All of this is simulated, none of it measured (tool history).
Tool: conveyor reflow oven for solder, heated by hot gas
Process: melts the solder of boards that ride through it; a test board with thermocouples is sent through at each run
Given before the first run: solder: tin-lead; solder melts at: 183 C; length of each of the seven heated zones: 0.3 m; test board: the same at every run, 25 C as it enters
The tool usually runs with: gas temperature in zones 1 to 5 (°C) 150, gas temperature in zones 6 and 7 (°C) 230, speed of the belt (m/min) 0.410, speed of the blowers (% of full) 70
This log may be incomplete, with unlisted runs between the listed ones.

run	hour	gas temperature in zones 1 to 5 (°C)	gas temperature in zones 6 and 7 (°C)	speed of the belt (m/min)	speed of the blowers (% of full)	highest temperature of the board (°C)	time above the solder's melting point (s)
1	0.0	150	230	0.410	70	216.91	71.0
2	6.1	153	230	0.410	70	217.22	73.1
3	11.9	150	230	0.410	70	216.87	71.3
4	18.0	150	230	0.410	70	216.87	71.4
5	23.4	150	230	0.410	70	216.83	71.2
6	29.1	150	230	0.410	70	216.79	71.3
7	36.9	150	230	0.410	70	216.70	71.3
8	43.4	150	220	0.410	70	208.02	63.5
9	50.6	150	237	0.342	66	226.39	94.5
10	61.3	150	230	0.389	82	219.99	78.6
11	66.6	148	230	0.360	70	219.47	83.6
12	72.1	148	220	0.360	51	206.72	68.8
13	82.6	155	230	0.348	76	222.03	92.5
14	93.2	155	230	0.348	76	221.89	92.5
15	100.2	150	221	0.410	70	208.76	64.4
16	110.2	150	221	0.410	70	208.90	64.2

Measured less the same run without the tool's hidden state. The same run-to-run variation is in both; the gauge's scatter may not be:
Hidden state present: heat that the gas passes to the board, % of a clean oven's; belt's true speed, % of the reading; true gas temperature in zones 6 and 7 over the reading, C; drift of the gauge itself on peak_c, C; drift of the gauge itself on liquid_s, %.
run	highest temperature of the board (°C)	time above the solder's melting point (s)
1	+0.00	+0.4
2	+0.00	+0.3
3	-0.01	+0.3
4	-0.02	+0.3
5	-0.03	+0.3
6	-0.04	+0.3
7	-0.05	+0.3
8	-0.05	+0.3
9	-0.04	+0.4
10	-0.10	+0.3
11	-0.08	+0.4
12	-0.05	+0.3
13	-0.09	+0.4
14	-0.11	+0.4
15	-0.14	+0.2
16	-0.15	+0.2

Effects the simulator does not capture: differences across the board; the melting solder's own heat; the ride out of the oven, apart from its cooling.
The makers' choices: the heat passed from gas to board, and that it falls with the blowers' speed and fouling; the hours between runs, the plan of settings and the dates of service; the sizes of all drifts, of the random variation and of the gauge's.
